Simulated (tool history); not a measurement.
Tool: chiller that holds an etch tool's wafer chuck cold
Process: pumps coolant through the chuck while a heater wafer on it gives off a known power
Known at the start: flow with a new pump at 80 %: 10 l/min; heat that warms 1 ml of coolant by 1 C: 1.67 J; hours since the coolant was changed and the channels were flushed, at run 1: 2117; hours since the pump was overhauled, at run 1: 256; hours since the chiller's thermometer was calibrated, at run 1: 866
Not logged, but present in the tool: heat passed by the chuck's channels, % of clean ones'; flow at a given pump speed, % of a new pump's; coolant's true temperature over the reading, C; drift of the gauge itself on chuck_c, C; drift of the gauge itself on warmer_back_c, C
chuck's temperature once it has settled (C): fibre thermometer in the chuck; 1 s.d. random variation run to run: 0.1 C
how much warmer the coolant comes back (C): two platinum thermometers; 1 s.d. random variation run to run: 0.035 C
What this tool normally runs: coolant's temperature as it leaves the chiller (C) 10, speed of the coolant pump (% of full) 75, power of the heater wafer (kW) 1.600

run    hour  coolant's temperature as it leaves the chiller (C)  speed of the coolant pump (% of full)  power of the heater wafer (kW)  hours since the coolant was changed and the channels were flushed  hours since the pump was overhauled  hours since the chiller's thermometer was calibrated  chuck's temperature once it has settled (C)  how much warmer the coolant comes back (C)
  1     0.0                                                  10                                     75                           1.600                                                               2117                                  256                                                   866                                         27.9                                        6.19
  2    45.1                                                  10                                     69                           1.600                                                               2162                                  301                                                   911                                         28.6                                        6.67
  3   126.6                                                  10                                     69                           1.600                                                               2244                                  382                                                   993                                         28.9                                        6.75
  4   164.6                                                  10                                     75                           1.600                                                               2282                                  420                                                  1031                                         28.1                                        6.21
  5   217.6                                                  10                                     75                           1.600                                                               2335                                  473                                                  1083                                         28.0                                        6.22
  6   264.4                                                  10                                     75                           1.600                                                               2381                                  520                                                  1130                                         28.1                                        6.20
  7   329.9                                                  10                                     78                           1.600                                                               2447                                  586                                                  1196                                         28.1                                        6.00
  8   406.9                                                  10                                     78                           1.600                                                               2524                                  663                                                  1273                                         28.2                                        6.08
  9   446.9                                                  14                                     78                           1.600                                                               2564                                  703                                                  1313                                         32.1                                        6.01
 10   514.1                                                  10                                     75                           1.600                                                               2631                                  770                                                  1380                                         28.5                                        6.27
 11   598.2                                                  10                                     75                           1.600                                                               2715                                  854                                                  1464                                         28.6                                        6.29
 12   642.6                                                  10                                     75                           1.600                                                               2760                                  898                                                  1509                                         28.9                                        6.29
 13   718.0                                                  10                                     86                           1.084                                                               2835                                  974                                                  1584                                         22.1                                        3.77
 14   789.6                                                  10                                     95                           1.287                                                               2907                                 1045                                                  1656                                         23.5                                        4.04
      794.3  -- chiller's thermometer calibrated
 15   842.9                                                   6                                     75                           1.455                                                               2959                                 1098                                                    49                                         23.7                                        5.83
 16   882.2                                                   6                                     75                           1.455                                                               2998                                 1137                                                    88                                         23.8                                        5.74
 17   945.9                                                   1                                     75                           1.455                                                               3062                                 1201                                                   152                                         18.8                                        5.73
 18   990.0                                                  13                                     64                           0.965                                                               3106                                 1245                                                   196                                         26.2                                        4.52
 19  1030.3                                                  13                                     64                           0.965                                                               3146                                 1285                                                   236                                         26.1                                        4.54

Forecast run 20:
 20  1082.8                                                  18                                     83                           0.924                                                               3199                                 1337                                                   289                                            ?                                           ?

{"run 20": {"chuck's temperature once it has settled (C)": 29.2, "how much warmer the coolant comes back (C)": 3.36}}
With no hidden state in the tool, this same run would have given chuck's temperature once it has settled (C) 26.6, how much warmer the coolant comes back (C) 3.22.

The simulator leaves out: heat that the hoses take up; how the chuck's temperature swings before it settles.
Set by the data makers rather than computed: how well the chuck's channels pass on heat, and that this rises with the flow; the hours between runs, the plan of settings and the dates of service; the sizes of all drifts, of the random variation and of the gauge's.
